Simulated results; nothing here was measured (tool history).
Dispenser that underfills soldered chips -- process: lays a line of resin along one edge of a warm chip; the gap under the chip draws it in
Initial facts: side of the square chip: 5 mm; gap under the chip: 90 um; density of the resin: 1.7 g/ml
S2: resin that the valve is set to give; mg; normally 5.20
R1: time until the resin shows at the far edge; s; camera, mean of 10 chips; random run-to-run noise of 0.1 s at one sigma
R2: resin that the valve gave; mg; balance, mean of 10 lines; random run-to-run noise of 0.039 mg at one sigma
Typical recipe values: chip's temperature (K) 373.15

run 1 hour=0.0 | chip's_temperature_(K)=373.15 S2=5.20 | R1=3.5 R2=4.87
-- hour=4.5 new syringe of resin
run 2 hour=6.1 | chip's_temperature_(K)=373.15 S2=5.20 | R1=3.4 R2=4.86
run 3 hour=12.7 | chip's_temperature_(K)=373.15 S2=5.20 | R1=3.9 R2=4.79
-- hour=13.9 new syringe of resin
run 4 hour=20.3 | chip's_temperature_(K)=373.15 S2=5.20 | R1=3.7 R2=4.79
-- hour=23.3 new syringe of resin
run 5 hour=30.9 | chip's_temperature_(K)=373.15 S2=5.20 | R1=4.1 R2=4.80
-- hour=32.4 new syringe of resin
run 6 hour=39.3 | chip's_temperature_(K)=373.15 S2=5.20 | R1=3.7 R2=4.68
-- hour=41.8 new syringe of resin
run 7 hour=48.3 | chip's_temperature_(K)=373.15 S2=5.20 | R1=3.7 R2=4.74
-- hour=50.7 new syringe of resin
run 8 hour=57.0 | chip's_temperature_(K)=373.15 S2=5.20 | R1=3.7 R2=4.76
-- hour=59.7 new syringe of resin
run 9 hour=63.1 | chip's_temperature_(K)=373.15 S2=5.02 | R1=3.3 R2=4.59
-- hour=68.8 new syringe of resin
run 10 hour=69.1 | chip's_temperature_(K)=373.15 S2=5.02 | R1=3.2 R2=4.52
-- hour=78.4 new syringe of resin
run 11 hour=79.8 | chip's_temperature_(K)=378.15 S2=5.20 | R1=2.6 R2=4.63
-- hour=84.0 dispensing valve cleaned and set on the balance
-- hour=88.9 new syringe of resin
run 12 hour=90.9 | chip's_temperature_(K)=378.15 S2=5.20 | R1=2.4 R2=5.26
-- hour=98.3 new syringe of resin
run 13 hour=98.3 | chip's_temperature_(K)=378.15 S2=5.20 | R1=2.6 R2=5.12
-- hour=107.8 new syringe of resin
run 14 hour=109.0 | chip's_temperature_(K)=378.15 S2=5.20 | R1=2.5 R2=5.07
-- hour=116.8 new syringe of resin
run 15 hour=116.8 | chip's_temperature_(K)=363.15 S2=5.83 | R1=4.9 R2=5.78

Forecast run 16:
run 16 hour=122.5 | chip's_temperature_(K)=363.15 S2=5.83 | R1=? R2=?

{"run 16": {"R1": 5.4, "R2": 5.77}}
Had the tool carried no hidden state, the very same run would have given R1 4.5 s, R2 5.87 mg.
